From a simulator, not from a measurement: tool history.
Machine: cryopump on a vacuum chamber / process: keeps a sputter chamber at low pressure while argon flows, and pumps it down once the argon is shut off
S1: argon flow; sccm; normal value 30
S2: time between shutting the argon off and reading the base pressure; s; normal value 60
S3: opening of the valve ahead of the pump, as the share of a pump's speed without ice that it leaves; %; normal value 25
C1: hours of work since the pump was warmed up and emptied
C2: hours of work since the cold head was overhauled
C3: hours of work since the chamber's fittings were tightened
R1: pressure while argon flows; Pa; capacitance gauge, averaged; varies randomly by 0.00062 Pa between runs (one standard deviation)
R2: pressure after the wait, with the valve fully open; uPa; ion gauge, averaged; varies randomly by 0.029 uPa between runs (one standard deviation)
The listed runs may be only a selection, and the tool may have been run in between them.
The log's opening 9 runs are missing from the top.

run 10 day=6.258 | S1=30 S2=60 S3=25 | C1=282 C2=282 C3=163 | R1=0.1706 R2=1.78
run 11 day=7.042 | S1=30 S2=59 S3=25 | C1=291 C2=291 C3=172 | R1=0.1711 R2=1.76
run 12 day=7.425 | S1=30 S2=59 S3=25 | C1=296 C2=296 C3=176 | R1=0.1699 R2=1.80
run 13 day=8.242 | S1=30 S2=59 S3=25 | C1=305 C2=305 C3=185 | R1=0.1695 R2=1.82
run 14 day=9.129 | S1=30 S2=60 S3=55 | C1=315 C2=315 C3=196 | R1=0.0789 R2=1.81
run 15 day=9.929 | S1=30 S2=60 S3=55 | C1=325 C2=325 C3=205 | R1=0.0797 R2=1.78
run 16 day=10.608 | S1=30 S2=60 S3=55 | C1=332 C2=332 C3=213 | R1=0.0788 R2=1.78
run 17 day=11.312 | S1=30 S2=63 S3=25 | C1=340 C2=340 C3=221 | R1=0.1702 R2=1.76
run 18 day=11.792 | S1=27 S2=211 S3=39 | C1=346 C2=346 C3=226 | R1=0.0996 R2=1.00
run 19 day=12.350 | S1=27 S2=211 S3=39 | C1=352 C2=352 C3=232 | R1=0.0995 R2=1.00
run 20 day=12.750 | S1=56 S2=22 S3=39 | C1=357 C2=357 C3=237 | R1=0.2072 R2=3.80
run 21 day=13.354 | S1=13 S2=127 S3=25 | C1=364 C2=364 C3=244 | R1=0.0750 R2=1.21
run 22 day=14.004 | S1=30 S2=96 S3=25 | C1=371 C2=371 C3=251 | R1=0.1714 R2=1.46
run 23 day=14.375 | S1=33 S2=60 S3=47 | C1=375 C2=375 C3=256 | R1=0.1018 R2=1.86
run 24 day=14.854 | S1=33 S2=60 S3=47 | C1=381 C2=381 C3=261 | R1=0.1022 R2=1.90
run 25 day=15.404 | S1=33 S2=60 S3=47 | C1=387 C2=387 C3=267 | R1=0.1019 R2=1.87
run 26 day=15.817 | S1=33 S2=60 S3=47 | C1=392 C2=392 C3=272 | R1=0.1012 R2=1.94
run 27 day=16.671 | S1=37 S2=110 S3=18 | C1=402 C2=402 C3=282 | R1=0.2919 R2=1.41
run 28 day=17.067 | S1=22 S2=60 S3=25 | C1=406 C2=406 C3=286 | R1=0.1254 R2=1.96
run 29 day=17.729 | S1=22 S2=49 S3=25 | C1=414 C2=414 C3=294 | R1=0.1257 R2=2.22
run 30 day=18.433 | S1=18 S2=88 S3=25 | C1=422 C2=422 C3=302 | R1=0.1032 R2=1.59
run 31 day=18.854 | S1=18 S2=88 S3=25 | C1=427 C2=427 C3=307 | R1=0.1034 R2=1.64
run 32 day=19.300 | S1=29 S2=55 S3=34 | C1=432 C2=432 C3=312 | R1=0.1225 R2=2.15
run 33 day=19.725 | S1=50 S2=134 S3=30 | C1=437 C2=437 C3=317 | R1=0.2386 R2=1.33
run 34 day=20.483 | S1=36 S2=268 S3=39 | C1=445 C2=445 C3=326 | R1=0.1337 R2=1.10

Consider 5 possible next runs. They are alternatives, not a sequence: every one starts from the tool as it was left by run 34. What does each give?
run A day=21.217 | S1=36 S2=26 S3=44 | C1=454 C2=454 C3=334 | R1=? R2=?
run B day=21.217 | S1=16 S2=24 S3=39 | C1=454 C2=454 C3=334 | R1=? R2=?
run C day=21.217 | S1=39 S2=35 S3=42 | C1=454 C2=454 C3=334 | R1=? R2=?
run D day=21.217 | S1=29 S2=281 S3=20 | C1=454 C2=454 C3=334 | R1=? R2=?
run E day=21.217 | S1=36 S2=268 S3=16 | C1=454 C2=454 C3=334 | R1=? R2=?

run=A R1=0.1194 R2=3.52
run=B R1=0.0598 R2=3.76
run=C R1=0.1350 R2=2.87
run=D R1=0.2055 R2=1.11
run=E R1=0.3190 R2=1.17
The same runs, with their run-to-run variation unchanged, on a tool lacking any hidden condition would have given:
run=A R1=0.1145 R2=2.90
run=B R1=0.0576 R2=3.14
run=C R1=0.1297 R2=2.24
run=D R1=0.2016 R2=0.48
run=E R1=0.3141 R2=0.53

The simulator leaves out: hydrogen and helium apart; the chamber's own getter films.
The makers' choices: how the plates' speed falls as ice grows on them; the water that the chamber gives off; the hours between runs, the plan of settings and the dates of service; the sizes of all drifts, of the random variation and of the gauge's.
